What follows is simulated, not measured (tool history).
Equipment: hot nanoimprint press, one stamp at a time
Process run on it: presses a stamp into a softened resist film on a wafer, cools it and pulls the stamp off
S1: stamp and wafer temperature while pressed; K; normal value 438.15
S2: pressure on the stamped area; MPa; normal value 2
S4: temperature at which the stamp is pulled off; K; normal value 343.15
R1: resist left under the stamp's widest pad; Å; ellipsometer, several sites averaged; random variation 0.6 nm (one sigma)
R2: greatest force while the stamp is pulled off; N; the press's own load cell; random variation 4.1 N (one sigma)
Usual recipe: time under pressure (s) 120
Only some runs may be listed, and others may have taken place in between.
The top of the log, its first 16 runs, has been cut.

{"run": 17, "hour": 325.8, "S1": 438.15, "S2": 3.15, "time under pressure (s)": 120, "S4": 343.15, "R1": 961, "R2": 228}
{"run": 18, "hour": 347.3, "S1": 445.15, "S2": 2.86, "time under pressure (s)": 109, "S4": 344.15, "R1": 766, "R2": 227}
{"run": 19, "hour": 359.3, "S1": 445.15, "S2": 2.86, "time under pressure (s)": 109, "S4": 344.15, "R1": 766, "R2": 222}
{"run": 20, "hour": 384.6, "S1": 448.15, "S2": 2.37, "time under pressure (s)": 89, "S4": 346.15, "R1": 816, "R2": 218}
{"run": 21, "hour": 411.3, "S1": 438.15, "S2": 2, "time under pressure (s)": 120, "S4": 337.15, "R1": 1233, "R2": 261}
{"run": 22, "hour": 431.1, "S1": 448.15, "S2": 1.65, "time under pressure (s)": 120, "S4": 343.15, "R1": 896, "R2": 237}
{"run": 23, "hour": 460.2, "S1": 448.15, "S2": 2.07, "time under pressure (s)": 120, "S4": 336.15, "R1": 772, "R2": 268}
{"run": 24, "hour": 474.7, "S1": 438.15, "S2": 2.33, "time under pressure (s)": 140, "S4": 331.15, "R1": 1060, "R2": 295}
{"run": 25, "hour": 503.2, "S1": 438.15, "S2": 2.33, "time under pressure (s)": 140, "S4": 331.15, "R1": 1055, "R2": 305}

Estimate the outcome of run 26 from the log above:
{"run": 26, "hour": 517.8, "S1": 438.15, "S2": 2.33, "time under pressure (s)": 140, "S4": 331.15, "R1": "?", "R2": "?"}

R1: 1063 Å
R2: 298 N
Without the tool's hidden state the same run would have given R1 1119 Å, R2 245 N.

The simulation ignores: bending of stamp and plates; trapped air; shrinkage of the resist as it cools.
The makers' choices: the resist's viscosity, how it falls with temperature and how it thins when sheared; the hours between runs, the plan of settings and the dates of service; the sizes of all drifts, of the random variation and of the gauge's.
